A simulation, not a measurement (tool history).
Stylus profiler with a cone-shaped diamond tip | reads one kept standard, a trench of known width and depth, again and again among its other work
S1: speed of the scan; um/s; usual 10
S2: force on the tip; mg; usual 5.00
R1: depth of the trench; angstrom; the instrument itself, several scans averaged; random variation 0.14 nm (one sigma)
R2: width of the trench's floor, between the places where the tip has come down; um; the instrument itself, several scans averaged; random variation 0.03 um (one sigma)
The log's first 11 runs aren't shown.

run	hour	S1	S2	R1	R2
12	125.5	10	1.70	5027.2	14.34
13	134.6	10	6.83	5078.4	14.40
14	151.6	8	5.00	5061.8	14.42
15	168.0	10	5.00	5059.0	14.36
16	181.8	17	5.00	5060.0	14.21
17	192.4	10	4.95	5059.6	14.30
# hour 194.1: height scale calibrated on a step standard
18	204.1	10	2.21	5025.8	14.17
19	211.8	10	2.21	5025.7	14.21
20	221.1	8	5.00	5055.1	14.17
21	230.5	8	5.00	5055.4	14.21
# hour 237.2: height scale calibrated on a step standard, once more
22	248.5	8	5.00	5068.3	14.14
23	256.4	13	5.00	5067.2	14.12
24	266.4	26	4.03	5058.7	14.05
25	280.7	26	4.03	5060.1	14.04

Forecast run 26:
26	298.2	26	4.03	?	?

Run 26 gave R1 5058.9 angstrom, R2 14.00 um.
Without the tool's hidden state the same run would have given R1 5061.3 angstrom, R2 15.56 um.

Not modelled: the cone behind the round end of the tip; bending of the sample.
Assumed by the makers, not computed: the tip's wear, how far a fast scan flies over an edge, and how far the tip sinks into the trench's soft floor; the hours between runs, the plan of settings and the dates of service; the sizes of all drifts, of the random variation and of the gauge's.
